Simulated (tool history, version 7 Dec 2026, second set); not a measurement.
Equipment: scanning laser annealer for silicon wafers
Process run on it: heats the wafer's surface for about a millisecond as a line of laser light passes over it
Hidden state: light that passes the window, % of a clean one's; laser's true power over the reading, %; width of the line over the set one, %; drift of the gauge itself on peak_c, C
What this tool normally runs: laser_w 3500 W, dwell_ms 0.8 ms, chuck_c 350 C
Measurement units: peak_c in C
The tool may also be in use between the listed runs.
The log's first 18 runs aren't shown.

run    hour  laser_w  dwell_ms  chuck_c  hours of work since the window was cleaned  hours of work since the power meter was calibrated  hours of work since the optics were aligned  peak_c
 19  1169.4     3500       0.8      350                                         257                                                 968                                          186    1114
 20  1244.2     3500       0.8      358                                         301                                                1012                                          230    1115
 21  1300.8     3035     0.684      353                                         335                                                1045                                          264     943
 22  1359.4     3498     0.938      375                                         369                                                1080                                          298    1199
 23  1399.6     3785       0.8      364                                         393                                                1103                                          322    1184
 24  1443.5     3244     0.797      311                                         419                                                1129                                          348    1000
 25  1484.4     3244     0.797      311                                         443                                                1153                                          372     996
 26  1537.4     3450     0.873      372                                         474                                                1184                                          403    1146
     1564.2  -- window over the wafer cleaned
 27  1587.2     3450     0.873      351                                          13                                                1213                                          431    1154
 28    1665     3450     0.873      351                                          59                                                1258                                          477    1147
 29  1701.5     3847       0.8      350                                          81                                                1280                                          498    1209
 30  1774.6     3847       0.8      350                                         124                                                1323                                          541    1205
 31  1820.3     3847       0.8      350                                         151                                                1350                                          568    1207
 32  1879.8     3847      0.67      349                                         186                                                1385                                          603    1122
 33  1930.4     3535     0.713      358                                         215                                                1414                                          633    1082
 34  1987.4     3535     0.713      358                                         249                                                1448                                          666    1080
 35  2046.1     3535     0.713      358                                         283                                                1482                                          701    1080
 36    2080     3535     0.713      358                                         303                                                1502                                          721    1077
 37  2124.2     3535     0.713      358                                         329                                                1528                                          747    1073
 38  2187.6     3535     0.713      358                                         366                                                1566                                          784    1070
 39  2224.6     3500      0.62      350                                         388                                                1587                                          806    1002
 40  2268.7     3750     0.574      343                                         414                                                1613                                          832    1015

What if the next run were any one of these 5? Each begins from the tool's condition after run 40:
  A  2343.1     3651     0.625      386                                         458                                                1657                                          875       ?
  B  2343.1     3500       0.8      352                                         458                                                1657                                          875       ?
  C  2343.1     3565     0.574      346                                         458                                                1657                                          875       ?
  D  2343.1     3422     0.774      380                                         458                                                1657                                          875       ?
  E  2343.1     3750      0.68      348                                         458                                                1657                                          875       ?

run  peak_c
  A    1069
  B    1100
  C     981
  D    1097
  E    1086
What these runs would have given with no unlogged condition in the tool:
run  peak_c
  A    1097
  B    1130
  C    1007
  D    1126
  E    1116

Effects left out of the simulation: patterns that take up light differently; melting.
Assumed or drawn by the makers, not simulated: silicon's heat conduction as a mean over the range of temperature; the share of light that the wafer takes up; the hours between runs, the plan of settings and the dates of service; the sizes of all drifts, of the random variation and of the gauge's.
